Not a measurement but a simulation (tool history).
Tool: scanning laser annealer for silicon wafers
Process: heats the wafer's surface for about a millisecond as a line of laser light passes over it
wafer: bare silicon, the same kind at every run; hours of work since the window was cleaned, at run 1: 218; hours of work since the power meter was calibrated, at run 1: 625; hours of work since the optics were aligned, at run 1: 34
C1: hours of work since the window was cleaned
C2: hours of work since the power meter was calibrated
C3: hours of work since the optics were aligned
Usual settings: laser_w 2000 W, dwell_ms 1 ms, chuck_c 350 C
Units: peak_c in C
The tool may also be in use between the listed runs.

run 1 hour=0 | laser_w=2000 dwell_ms=1 chuck_c=350 | C1=218 C2=625 C3=34 | peak_c=1046
run 2 hour=23.7 | laser_w=2000 dwell_ms=1 chuck_c=350 | C1=228 C2=636 C3=44 | peak_c=1045
run 3 hour=48 | laser_w=2000 dwell_ms=1 chuck_c=350 | C1=239 C2=646 C3=55 | peak_c=1047
run 4 hour=85.1 | laser_w=1819 dwell_ms=1 chuck_c=350 | C1=255 C2=662 C3=71 | peak_c=955
run 5 hour=138.4 | laser_w=1819 dwell_ms=1 chuck_c=350 | C1=278 C2=686 C3=95 | peak_c=959
run 6 hour=183.5 | laser_w=1969 dwell_ms=1.14 chuck_c=350 | C1=298 C2=706 C3=114 | peak_c=1082
run 7 hour=206.9 | laser_w=2000 dwell_ms=0.82 chuck_c=340 | C1=309 C2=716 C3=125 | peak_c=949
run 8 hour=243.5 | laser_w=2000 dwell_ms=0.82 chuck_c=340 | C1=325 C2=732 C3=141 | peak_c=947
run 9 hour=293.7 | laser_w=1953 dwell_ms=1 chuck_c=350 | C1=347 C2=754 C3=163 | peak_c=1017
run 10 hour=336.8 | laser_w=1953 dwell_ms=1 chuck_c=350 | C1=366 C2=773 C3=182 | peak_c=1011

3 ways to go on from here, each from the tool as it stands after run 10. What would each give?
run A hour=376.6 | laser_w=1953 dwell_ms=0.72 chuck_c=350 | C1=383 C2=790 C3=199 | peak_c=?
run B hour=376.6 | laser_w=2127 dwell_ms=0.73 chuck_c=363 | C1=383 C2=790 C3=199 | peak_c=?
run C hour=376.6 | laser_w=1992 dwell_ms=0.71 chuck_c=375 | C1=383 C2=790 C3=199 | peak_c=?

run=A peak_c=893
run=B peak_c=973
run=C peak_c=929
Without the tool's hidden state the same runs would have given:
run=A peak_c=922
run=B peak_c=1006
run=C peak_c=959
